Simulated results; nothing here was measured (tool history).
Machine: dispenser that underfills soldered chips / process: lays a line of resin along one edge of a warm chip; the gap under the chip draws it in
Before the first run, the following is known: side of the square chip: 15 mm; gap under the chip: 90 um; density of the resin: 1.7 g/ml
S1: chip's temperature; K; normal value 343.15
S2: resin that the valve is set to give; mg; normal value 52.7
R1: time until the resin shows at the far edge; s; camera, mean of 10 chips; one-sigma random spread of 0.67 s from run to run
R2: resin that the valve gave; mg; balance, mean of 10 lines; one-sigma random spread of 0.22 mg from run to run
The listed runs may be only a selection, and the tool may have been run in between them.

{"run": 1, "hour": 0.0, "S1": 343.15, "S2": 52.7, "R1": 64.2, "R2": 47.62}
{"run": 2, "hour": 7.9, "S1": 343.15, "S2": 51.4, "R1": 94.7, "R2": 46.71}
{"hour": 8.9, "done": "new syringe of resin"}
{"run": 3, "hour": 17.5, "S1": 343.15, "S2": 52.7, "R1": 88.1, "R2": 47.19}
{"hour": 19.4, "done": "new syringe of resin"}
{"run": 4, "hour": 24.4, "S1": 343.15, "S2": 46.3, "R1": 76.6, "R2": 40.99}
{"hour": 30.6, "done": "new syringe of resin"}
{"run": 5, "hour": 30.7, "S1": 343.15, "S2": 46.3, "R1": 59.8, "R2": 40.66}
{"run": 6, "hour": 39.5, "S1": 343.15, "S2": 49.1, "R1": 91.7, "R2": 43.57}
{"hour": 41.1, "done": "new syringe of resin"}
{"hour": 51.7, "done": "new syringe of resin"}
{"run": 7, "hour": 51.7, "S1": 343.15, "S2": 49.1, "R1": 57.4, "R2": 42.92}
{"run": 8, "hour": 59.3, "S1": 343.15, "S2": 52.7, "R1": 82.4, "R2": 45.64}
{"hour": 62.8, "done": "new syringe of resin"}
{"hour": 66.1, "done": "dispensing valve cleaned and set on the balance"}
{"run": 9, "hour": 67.9, "S1": 343.15, "S2": 52.7, "R1": 68.2, "R2": 52.24}
{"run": 10, "hour": 73.5, "S1": 343.15, "S2": 52.7, "R1": 89.5, "R2": 52.25}
{"hour": 74.8, "done": "new syringe of resin"}
{"run": 11, "hour": 83.9, "S1": 343.15, "S2": 66.3, "R1": 82.7, "R2": 65.69}
{"hour": 85.4, "done": "new syringe of resin"}
{"hour": 96.2, "done": "new syringe of resin"}
{"run": 12, "hour": 96.8, "S1": 343.15, "S2": 44.9, "R1": 59.2, "R2": 44.2}
{"hour": 106.9, "done": "new syringe of resin"}
{"run": 13, "hour": 110.0, "S1": 343.15, "S2": 52.7, "R1": 64.5, "R2": 51.62}
{"run": 14, "hour": 116.4, "S1": 343.15, "S2": 52.7, "R1": 88.6, "R2": 50.99}
{"hour": 117.9, "done": "new syringe of resin"}
{"run": 15, "hour": 126.7, "S1": 343.15, "S2": 52.7, "R1": 85.2, "R2": 50.27}
{"hour": 128.8, "done": "new syringe of resin"}
{"hour": 139.6, "done": "new syringe of resin"}
{"run": 16, "hour": 140.5, "S1": 343.15, "S2": 52.7, "R1": 55.7, "R2": 49.86}
{"run": 17, "hour": 146.7, "S1": 343.15, "S2": 52.7, "R1": 77.5, "R2": 49.55}
{"hour": 150.1, "done": "new syringe of resin"}
{"run": 18, "hour": 158.7, "S1": 352.15, "S2": 47.5, "R1": 57.0, "R2": 44.14}
{"hour": 160.9, "done": "new syringe of resin"}
{"run": 19, "hour": 169.4, "S1": 352.15, "S2": 47.5, "R1": 59.1, "R2": 43.93}
{"hour": 171.7, "done": "new syringe of resin"}
{"run": 20, "hour": 179.8, "S1": 332.15, "S2": 54.7, "R1": 138.8, "R2": 49.72}
{"hour": 182.9, "done": "new syringe of resin"}
{"run": 21, "hour": 188.0, "S1": 346.15, "S2": 56.1, "R1": 62.5, "R2": 51.36}
{"hour": 193.4, "done": "new syringe of resin"}
{"run": 22, "hour": 194.5, "S1": 346.15, "S2": 56.1, "R1": 48.9, "R2": 50.31}
{"run": 23, "hour": 202.3, "S1": 343.15, "S2": 46.3, "R1": 87.3, "R2": 41.71}
{"hour": 203.8, "done": "new syringe of resin"}
{"hour": 206.3, "done": "stage's temperature calibrated"}
{"run": 24, "hour": 209.8, "S1": 350.15, "S2": 67.8, "R1": 54.9, "R2": 60.19}
{"hour": 216.0, "done": "new syringe of resin"}
{"run": 25, "hour": 216.2, "S1": 350.15, "S2": 67.8, "R1": 42.4, "R2": 60.41}
{"run": 26, "hour": 222.8, "S1": 350.15, "S2": 67.8, "R1": 59.9, "R2": 59.65}
{"hour": 227.2, "done": "new syringe of resin"}
{"run": 27, "hour": 231.8, "S1": 348.15, "S2": 67.8, "R1": 59.5, "R2": 59.64}
{"hour": 238.2, "done": "new syringe of resin"}
{"run": 28, "hour": 239.6, "S1": 348.15, "S2": 67.8, "R1": 48.7, "R2": 58.89}
{"run": 29, "hour": 246.3, "S1": 348.15, "S2": 67.8, "R1": 68.9, "R2": 59.32}
{"hour": 248.5, "done": "new syringe of resin"}
{"hour": 253.3, "done": "dispensing valve cleaned and set on the balance"}
{"run": 30, "hour": 255.0, "S1": 348.15, "S2": 48.6, "R1": 62.8, "R2": 48.75}
{"hour": 260.3, "done": "new syringe of resin"}
{"run": 31, "hour": 261.9, "S1": 345.15, "S2": 46.4, "R1": 59.2, "R2": 45.95}
{"run": 32, "hour": 268.8, "S1": 350.15, "S2": 53.1, "R1": 64.5, "R2": 52.78}
{"hour": 270.9, "done": "new syringe of resin"}
{"run": 33, "hour": 280.6, "S1": 332.15, "S2": 62.8, "R1": 157.7, "R2": 61.59}
{"hour": 282.0, "done": "new syringe of resin"}
{"hour": 292.4, "done": "new syringe of resin"}
{"run": 34, "hour": 293.9, "S1": 333.15, "S2": 45.4, "R1": 105.3, "R2": 43.87}

5 ways to go on from here, each from the tool as it stands after run 34. What would each give?
{"run": "A", "hour": 299.8, "S1": 332.15, "S2": 57.7, "R1": "?", "R2": "?"}
{"run": "B", "hour": 299.8, "S1": 338.15, "S2": 59.6, "R1": "?", "R2": "?"}
{"run": "C", "hour": 299.8, "S1": 329.15, "S2": 45.9, "R1": "?", "R2": "?"}
{"run": "D", "hour": 299.8, "S1": 340.15, "S2": 67.8, "R1": "?", "R2": "?"}
{"run": "E", "hour": 299.8, "S1": 340.15, "S2": 60.0, "R1": "?", "R2": "?"}

run=A R1=139.6 R2=55.83
run=B R1=105.1 R2=57.70
run=C R1=168.7 R2=44.81
run=D R1=96.7 R2=65.27
run=E R1=95.2 R2=58.41
With no hidden state in the tool, these same runs would have given:
run=A R1=98.5 R2=57.68
run=B R1=74.1 R2=59.61
run=C R1=118.3 R2=46.29
run=D R1=68.3 R2=67.42
run=E R1=67.1 R2=60.34

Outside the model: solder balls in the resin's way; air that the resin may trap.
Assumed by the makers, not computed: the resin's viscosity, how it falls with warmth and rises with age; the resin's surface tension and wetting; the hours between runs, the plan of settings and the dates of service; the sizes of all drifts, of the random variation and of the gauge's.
